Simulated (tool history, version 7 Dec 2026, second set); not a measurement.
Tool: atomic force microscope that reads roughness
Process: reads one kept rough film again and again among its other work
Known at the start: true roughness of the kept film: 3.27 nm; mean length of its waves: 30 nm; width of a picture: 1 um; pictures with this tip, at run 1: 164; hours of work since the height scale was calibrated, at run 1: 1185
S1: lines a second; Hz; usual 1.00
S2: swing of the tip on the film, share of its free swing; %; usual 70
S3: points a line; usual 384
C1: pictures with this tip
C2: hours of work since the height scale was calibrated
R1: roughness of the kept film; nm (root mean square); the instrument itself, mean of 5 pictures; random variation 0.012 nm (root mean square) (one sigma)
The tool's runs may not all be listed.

Run 1, hour 0.0: usual settings; C1 164; C2 1185. Result: R1 2.835 nm (root mean square).
Run 2, hour 49.3: usual settings; C1 237; C2 1223. Result: R1 2.836 nm (root mean square).
Run 3, hour 94.3: usual settings; C1 304; C2 1257. Result: R1 2.847 nm (root mean square).
At hour 100.3: new tip fitted.
Run 4, hour 175.2: usual settings; C1 110; C2 1319. Result: R1 2.856 nm (root mean square).
Run 5, hour 234.2: usual settings but S1 1.97 Hz; C1 198; C2 1364. Result: R1 2.768 nm (root mean square).
Run 6, hour 286.4: usual settings but S1 1.97 Hz; C1 275; C2 1404. Result: R1 2.767 nm (root mean square).
At hour 312.9: new tip fitted.
Run 7, hour 324.7: usual settings but S1 1.46 Hz; C1 18; C2 1433. Result: R1 2.807 nm (root mean square).
Run 8, hour 386.4: usual settings but S1 1.46 Hz; C1 109; C2 1480. Result: R1 2.808 nm (root mean square).
Run 9, hour 422.2: usual settings but S1 1.46 Hz; C1 162; C2 1508. Result: R1 2.826 nm (root mean square).
Run 10, hour 478.8: usual settings but S1 1.46 Hz; C1 246; C2 1551. Result: R1 2.772 nm (root mean square).
At hour 524.0: new tip fitted.
Run 11, hour 530.5: usual settings; C1 9; C2 1590. Result: R1 2.830 nm (root mean square).
Run 12, hour 605.8: usual settings; C1 121; C2 1648. Result: R1 2.847 nm (root mean square).
Run 13, hour 659.3: usual settings; C1 200; C2 1689. Result: R1 2.842 nm (root mean square).
Run 14, hour 719.4: usual settings but S3 1021; C1 288; C2 1735. Result: R1 2.831 nm (root mean square).
At hour 740.5: new tip fitted.
Run 15, hour 802.0: usual settings; C1 91; C2 1798. Result: R1 2.853 nm (root mean square).
Run 16, hour 837.7: usual settings; C1 144; C2 1826. Result: R1 2.840 nm (root mean square).
Run 17, hour 909.3: usual settings; C1 250; C2 1881. Result: R1 2.841 nm (root mean square).
At hour 955.3: new tip fitted.
Run 18, hour 994.1: usual settings but S1 0.55 Hz; C1 57; C2 1945. Result: R1 2.893 nm (root mean square).
Run 19, hour 1063.4: usual settings but S1 1.33 Hz; C1 160; C2 1998. Result: R1 2.821 nm (root mean square).
Run 20, hour 1125.6: usual settings; C1 252; C2 2046. Result: R1 2.853 nm (root mean square).
At hour 1171.2: new tip fitted.
Run 21, hour 1184.6: usual settings but S1 3.70 Hz; C1 20; C2 2091. Result: R1 2.610 nm (root mean square).
Run 22, hour 1244.7: usual settings but S1 3.70 Hz; C1 109; C2 2137. Result: R1 2.617 nm (root mean square).
Run 23, hour 1301.7: usual settings but S1 3.70 Hz; C1 193; C2 2181. Result: R1 2.619 nm (root mean square).
Run 24, hour 1364.4: usual settings but S1 2.60 Hz, S2 72 %, S3 771; C1 286; C2 2229. Result: R1 2.687 nm (root mean square).
At hour 1384.6: new tip fitted.
Run 25, hour 1435.9: usual settings but S1 3.79 Hz; C1 76; C2 2283. Result: R1 2.619 nm (root mean square).
Run 26, hour 1523.4: usual settings but S1 3.79 Hz; C1 205; C2 2350. Result: R1 2.597 nm (root mean square).
Run 27, hour 1590.5: usual settings but S1 3.79 Hz; C1 304; C2 2402. Result: R1 2.590 nm (root mean square).
At hour 1597.5: new tip fitted.
Run 28, hour 1655.7: usual settings but S1 1.66 Hz, S2 75 %, S3 413; C1 86; C2 2451. Result: R1 2.752 nm (root mean square).
Run 29, hour 1702.3: usual settings but S1 3.66 Hz; C1 155; C2 2487. Result: R1 2.616 nm (root mean square).
Run 30, hour 1759.8: usual settings but S1 0.61 Hz, S3 850; C1 240; C2 2531. Result: R1 2.907 nm (root mean square).
At hour 1812.7: new tip fitted.
Run 31, hour 1829.1: usual settings but S1 1.99 Hz, S2 69 %, S3 324; C1 24; C2 2584. Result: R1 2.769 nm (root mean square).
At hour 1877.3: height scale calibrated on a step standard.
Run 32, hour 1912.5: usual settings but S1 1.99 Hz, S2 69 %, S3 324; C1 146; C2 27. Result: R1 2.735 nm (root mean square).
Run 33, hour 1958.1: usual settings but S1 1.99 Hz, S2 69 %, S3 324; C1 214; C2 62. Result: R1 2.739 nm (root mean square).
Run 34, hour 2022.4: usual settings but S1 1.99 Hz, S2 89 %, S3 740; C1 309; C2 111. Result: R1 2.513 nm (root mean square).
At hour 2030.9: new tip fitted.
Run 35, hour 2079.4: usual settings but S1 1.99 Hz, S2 89 %, S3 740; C1 71; C2 155. Result: R1 2.499 nm (root mean square).
Run 36, hour 2159.7: usual settings but S1 1.99 Hz, S2 89 %, S3 354; C1 190; C2 216. Result: R1 2.480 nm (root mean square).
Run 37, hour 2216.1: usual settings but S1 2.99 Hz, S2 78 %, S3 767; C1 273; C2 259. Result: R1 2.550 nm (root mean square).
At hour 2246.0: new tip fitted.
Run 38, hour 2261.8: usual settings but S1 2.97 Hz; C1 23; C2 294. Result: R1 2.659 nm (root mean square).
Run 39, hour 2315.0: usual settings but S1 3.79 Hz, S3 256; C1 102; C2 335. Result: R1 2.569 nm (root mean square).
Run 40, hour 2352.5: usual settings but S1 0.70 Hz, S2 66 %, S3 256; C1 157; C2 364. Result: R1 2.867 nm (root mean square).

The same runs without the tool's hidden state, with the same run-to-run variation:
The hidden state here: radius of the tip, nm; height scale over the true one, %; drift of the gauge itself on roughness_nm, %.
run     R1
  1  2.841
  2  2.845
  3  2.859
  4  2.860
  5  2.776
  6  2.779
  7  2.806
  8  2.811
  9  2.832
 10  2.782
 11  2.830
 12  2.852
 13  2.850
 14  2.844
 15  2.856
 16  2.845
 17  2.852
 18  2.894
 19  2.827
 20  2.863
 21  2.609
 22  2.620
 23  2.625
 24  2.697
 25  2.621
 26  2.604
 27  2.602
 28  2.753
 29  2.621
 30  2.916
 31  2.768
 32  2.743
 33  2.749
 34  2.525
 35  2.503
 36  2.489
 37  2.563
 38  2.660
 39  2.573
 40  2.874
